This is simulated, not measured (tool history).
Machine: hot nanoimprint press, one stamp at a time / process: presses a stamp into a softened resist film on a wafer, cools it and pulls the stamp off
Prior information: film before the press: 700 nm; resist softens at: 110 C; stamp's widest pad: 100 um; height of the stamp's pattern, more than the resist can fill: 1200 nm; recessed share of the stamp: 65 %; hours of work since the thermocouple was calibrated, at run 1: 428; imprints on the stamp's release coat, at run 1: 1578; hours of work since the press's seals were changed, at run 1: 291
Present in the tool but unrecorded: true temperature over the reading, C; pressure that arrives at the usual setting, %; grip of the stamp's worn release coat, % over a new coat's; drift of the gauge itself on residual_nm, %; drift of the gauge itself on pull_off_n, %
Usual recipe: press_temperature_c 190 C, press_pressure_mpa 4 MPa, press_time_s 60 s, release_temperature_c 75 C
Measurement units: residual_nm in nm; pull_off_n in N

run,hour,press_temperature_c,press_pressure_mpa,press_time_s,release_temperature_c,hours of work since the thermocouple was calibrated,imprints on the stamp's release coat,hours of work since the press's seals were changed,residual_nm,pull_off_n
1,0,190,4,60,75,428,1578,291,263.8,211
# hour 41.6: stamp cleaned and given a new release coat
2,78,190,4,60,75,468,110,331,265.8,159
3,153.1,190,4,60,75,510,336,373,263.3,163
# hour 184.8: plate thermocouple calibrated
4,247,190,4,60,75,34,609,423,260.6,173
5,326.9,190,4,60,75,79,850,467,263.2,184
6,418.7,190,4,60,75,130,1126,518,262.2,192
7,472.4,190,4,60,75,160,1287,548,259.7,199
8,526,190,4,60,81,189,1449,578,256.3,187
# hour 537.5: plate thermocouple calibrated, once more
9,577,190,4,60,75,22,1593,604,283.8,218
# hour 612.8: stamp cleaned and given a new release coat
10,622.7,190,3.65,60,75,44,30,626,292.5,167
# hour 702.6: press's hydraulic seals changed and the load cell set to zero
11,707.9,190,3.65,60,75,87,262,3,289.8,171
12,792.1,190,3.65,60,75,133,516,50,285.3,177
13,884.1,190,3.65,60,75,184,792,101,285.5,187
14,922.6,190,4,60,75,206,908,122,271.1,193
15,983,190,4,60,75,239,1090,156,271,205
16,1045.4,189,3.41,102,75,274,1278,190,249.7,189
17,1113,189,3.41,102,75,311,1481,228,250.2,206
18,1152.2,189,4.19,60,75,333,1599,249,269.4,210
# hour 1187.5: stamp cleaned and given a new release coat
19,1244,189,2.83,60,75,381,170,297,328.9,164
20,1296,196,4.15,39,66,410,326,326,259.4,188
21,1378.4,192,3.68,60,75,455,574,371,264.2,176
22,1441.7,192,3.66,73,73,490,764,407,245.8,185
23,1490,192,3.66,73,73,517,910,433,244.4,193
# hour 1512.2: plate thermocouple calibrated
24,1561.4,190,6.06,60,75,27,1116,471,227.4,198
25,1627.4,190,6.06,31,71,64,1314,508,287,211
26,1706.6,190,6.06,31,71,108,1552,552,285.9,218
# hour 1759.4: stamp cleaned and given a new release coat
27,1794.1,188,4,119,60,153,104,597,229.2,188
28,1841.5,200,3.22,61,72,179,247,623,232.8,173
# hour 1924.5: press's hydraulic seals changed and the load cell set to zero
29,1924.5,200,3.22,61,72,221,473,0,225.3,177
30,1975.8,198,4,82,75,249,627,28,189.7,182

How would selected steps in residual_nm from run to run divide? Give the signed amount a tool lacking its hidden state would still show from settings, what came in and random variation, and the signed amount left for the hidden state, including any gauge scatter that is not in both of the compared results.
Run 8 -> 9: release_temperature_c 81 -> 75, plate thermocouple calibrated, once more. residual_nm +27.5 nm: hidden state +23.9, all else +3.6.
Run 10 -> 11: press's hydraulic seals changed and the load cell set to zero. residual_nm -2.7 nm: hidden state -7, all else +4.3.
Run 18 -> 19: press_pressure_mpa 4.19 -> 2.83, stamp cleaned and given a new release coat. residual_nm +59.5 nm: hidden state -3.1, all else +62.6.
Run 19 -> 20: press_temperature_c 189 -> 196, press_pressure_mpa 2.83 -> 4.15, press_time_s 60 -> 39, release_temperature_c 75 -> 66. residual_nm -69.5 nm: hidden state +2.9, all else -72.4.
Run 23 -> 24: press_temperature_c 192 -> 190, press_pressure_mpa 3.66 -> 6.06, press_time_s 73 -> 60, release_temperature_c 73 -> 75, plate thermocouple calibrated. residual_nm -17 nm: hidden state +14.2, all else -31.2.
Run 24 -> 25: press_time_s 60 -> 31, release_temperature_c 75 -> 71. residual_nm +59.6 nm: hidden state +0.8, all else +58.8.
